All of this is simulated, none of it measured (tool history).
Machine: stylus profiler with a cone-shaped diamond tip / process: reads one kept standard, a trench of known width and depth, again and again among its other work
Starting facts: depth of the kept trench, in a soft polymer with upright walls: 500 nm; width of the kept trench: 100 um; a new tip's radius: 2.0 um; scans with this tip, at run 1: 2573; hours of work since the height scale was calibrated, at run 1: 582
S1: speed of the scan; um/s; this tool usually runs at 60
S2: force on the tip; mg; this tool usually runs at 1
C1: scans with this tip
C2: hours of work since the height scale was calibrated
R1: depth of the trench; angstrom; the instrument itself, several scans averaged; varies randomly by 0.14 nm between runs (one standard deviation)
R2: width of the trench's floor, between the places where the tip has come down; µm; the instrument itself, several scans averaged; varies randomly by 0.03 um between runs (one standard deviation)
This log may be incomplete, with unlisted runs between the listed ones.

{"run": 1, "hour": 0.0, "S1": 60, "S2": 1, "C1": 2573, "C2": 582, "R1": 5030.6, "R2": 96.99}
{"run": 2, "hour": 26.2, "S1": 60, "S2": 1.19, "C1": 2629, "C2": 594, "R1": 5033.7, "R2": 97.01}
{"run": 3, "hour": 53.9, "S1": 234, "S2": 1, "C1": 2688, "C2": 608, "R1": 5028.3, "R2": 96.49}
{"run": 4, "hour": 79.7, "S1": 234, "S2": 1, "C1": 2743, "C2": 620, "R1": 5026.1, "R2": 96.53}
{"run": 5, "hour": 97.2, "S1": 234, "S2": 1, "C1": 2780, "C2": 629, "R1": 5028.2, "R2": 96.5}
{"run": 6, "hour": 124.5, "S1": 234, "S2": 1, "C1": 2839, "C2": 642, "R1": 5024.7, "R2": 96.51}
{"run": 7, "hour": 152.8, "S1": 234, "S2": 1, "C1": 2899, "C2": 655, "R1": 5026.9, "R2": 96.49}
{"run": 8, "hour": 183.5, "S1": 134, "S2": 1, "C1": 2965, "C2": 670, "R1": 5025.5, "R2": 96.74}
{"run": 9, "hour": 202.8, "S1": 60, "S2": 1, "C1": 3006, "C2": 680, "R1": 5027.9, "R2": 96.92}
{"run": 10, "hour": 221.4, "S1": 60, "S2": 1, "C1": 3046, "C2": 689, "R1": 5026.1, "R2": 96.9}
{"run": 11, "hour": 245.7, "S1": 60, "S2": 1, "C1": 3098, "C2": 700, "R1": 5028.2, "R2": 96.88}
{"run": 12, "hour": 270.1, "S1": 60, "S2": 1, "C1": 3150, "C2": 712, "R1": 5024.3, "R2": 97.01}
{"run": 13, "hour": 296.3, "S1": 60, "S2": 1, "C1": 3206, "C2": 725, "R1": 5024.5, "R2": 96.94}
{"run": 14, "hour": 314.7, "S1": 60, "S2": 1, "C1": 3245, "C2": 734, "R1": 5026.6, "R2": 96.91}
{"run": 15, "hour": 330.5, "S1": 60, "S2": 1, "C1": 3279, "C2": 741, "R1": 5027.2, "R2": 96.93}
{"run": 16, "hour": 361.2, "S1": 60, "S2": 1, "C1": 3345, "C2": 756, "R1": 5023, "R2": 96.9}
{"run": 17, "hour": 390.0, "S1": 60, "S2": 1, "C1": 3406, "C2": 770, "R1": 5024.8, "R2": 96.87}
{"run": 18, "hour": 404.2, "S1": 60, "S2": 1, "C1": 3437, "C2": 777, "R1": 5022, "R2": 96.91}
{"run": 19, "hour": 436.6, "S1": 60, "S2": 1, "C1": 3506, "C2": 793, "R1": 5024.7, "R2": 96.92}
{"run": 20, "hour": 458.3, "S1": 60, "S2": 1, "C1": 3552, "C2": 803, "R1": 5022.3, "R2": 96.94}
{"run": 21, "hour": 491.6, "S1": 60, "S2": 1, "C1": 3623, "C2": 819, "R1": 5023.9, "R2": 96.9}
{"run": 22, "hour": 521.4, "S1": 60, "S2": 1, "C1": 3687, "C2": 834, "R1": 5023, "R2": 96.93}
{"run": 23, "hour": 542.8, "S1": 60, "S2": 1, "C1": 3733, "C2": 844, "R1": 5025.4, "R2": 96.81}
{"run": 24, "hour": 564.9, "S1": 60, "S2": 1, "C1": 3780, "C2": 855, "R1": 5022.6, "R2": 96.85}
{"run": 25, "hour": 579.5, "S1": 124, "S2": 1.06, "C1": 3811, "C2": 862, "R1": 5022.4, "R2": 96.74}
{"run": 26, "hour": 613.6, "S1": 24, "S2": 1.39, "C1": 3884, "C2": 878, "R1": 5031.9, "R2": 97.03}
{"run": 27, "hour": 637.5, "S1": 102, "S2": 2.47, "C1": 3935, "C2": 890, "R1": 5056.1, "R2": 96.88}
{"run": 28, "hour": 657.0, "S1": 145, "S2": 0.95, "C1": 3977, "C2": 899, "R1": 5023.3, "R2": 96.63}
{"run": 29, "hour": 673.3, "S1": 145, "S2": 0.95, "C1": 4012, "C2": 907, "R1": 5019.6, "R2": 96.63}
{"run": 30, "hour": 700.1, "S1": 53, "S2": 1.28, "C1": 4069, "C2": 920, "R1": 5025.6, "R2": 96.96}
{"run": 31, "hour": 729.2, "S1": 99, "S2": 0.58, "C1": 4131, "C2": 934, "R1": 5007.9, "R2": 96.65}
{"run": 32, "hour": 751.4, "S1": 26, "S2": 1.47, "C1": 4179, "C2": 945, "R1": 5032.4, "R2": 96.96}
{"run": 33, "hour": 777.6, "S1": 26, "S2": 0.94, "C1": 4235, "C2": 957, "R1": 5018.2, "R2": 96.89}
{"run": 34, "hour": 799.3, "S1": 85, "S2": 0.96, "C1": 4281, "C2": 968, "R1": 5018, "R2": 96.78}
{"run": 35, "hour": 828.6, "S1": 60, "S2": 0.37, "C1": 4344, "C2": 982, "R1": 4998.3, "R2": 96.75}
{"run": 36, "hour": 862.5, "S1": 34, "S2": 0.36, "C1": 4416, "C2": 998, "R1": 4997.7, "R2": 96.84}
{"run": 37, "hour": 890.6, "S1": 34, "S2": 1.54, "C1": 4476, "C2": 1012, "R1": 5037.5, "R2": 96.88}
{"run": 38, "hour": 916.3, "S1": 60, "S2": 1.53, "C1": 4531, "C2": 1024, "R1": 5033.3, "R2": 96.87}
{"run": 39, "hour": 932.4, "S1": 60, "S2": 1.53, "C1": 4566, "C2": 1032, "R1": 5031.3, "R2": 96.84}
{"run": 40, "hour": 951.1, "S1": 39, "S2": 1.48, "C1": 4606, "C2": 1041, "R1": 5030.5, "R2": 96.91}
{"run": 41, "hour": 968.7, "S1": 80, "S2": 2.18, "C1": 4643, "C2": 1050, "R1": 5048.8, "R2": 96.84}
{"run": 42, "hour": 984.9, "S1": 50, "S2": 1.57, "C1": 4678, "C2": 1058, "R1": 5033.9, "R2": 96.94}
{"run": 43, "hour": 1016.4, "S1": 26, "S2": 1.19, "C1": 4745, "C2": 1073, "R1": 5022.9, "R2": 96.95}
{"run": 44, "hour": 1049.0, "S1": 26, "S2": 1.19, "C1": 4815, "C2": 1089, "R1": 5022.4, "R2": 96.87}
{"run": 45, "hour": 1069.0, "S1": 26, "S2": 1.19, "C1": 4857, "C2": 1098, "R1": 5021.3, "R2": 96.9}
{"run": 46, "hour": 1090.8, "S1": 17, "S2": 1.54, "C1": 4904, "C2": 1109, "R1": 5031.5, "R2": 96.95}
{"run": 47, "hour": 1112.6, "S1": 232, "S2": 0.81, "C1": 4951, "C2": 1119, "R1": 5007.4, "R2": 96.26}

3 ways to go on from here, each from the tool as it stands after run 47. What would each give?
{"run": "A", "hour": 1139.8, "S1": 133, "S2": 1.69, "C1": 5009, "C2": 1132, "R1": "?", "R2": "?"}
{"run": "B", "hour": 1139.8, "S1": 18, "S2": 0.62, "C1": 5009, "C2": 1132, "R1": "?", "R2": "?"}
{"run": "C", "hour": 1139.8, "S1": 101, "S2": 2.22, "C1": 5009, "C2": 1132, "R1": "?", "R2": "?"}

run=A R1=5034.6 R2=96.72
run=B R1=5007 R2=96.88
run=C R1=5045.7 R2=96.76
Without the tool's unlogged condition, the same runs would have read:
run=A R1=5060.4 R2=97.12
run=B R1=5032.7 R2=97.29
run=C R1=5071.6 R2=97.16
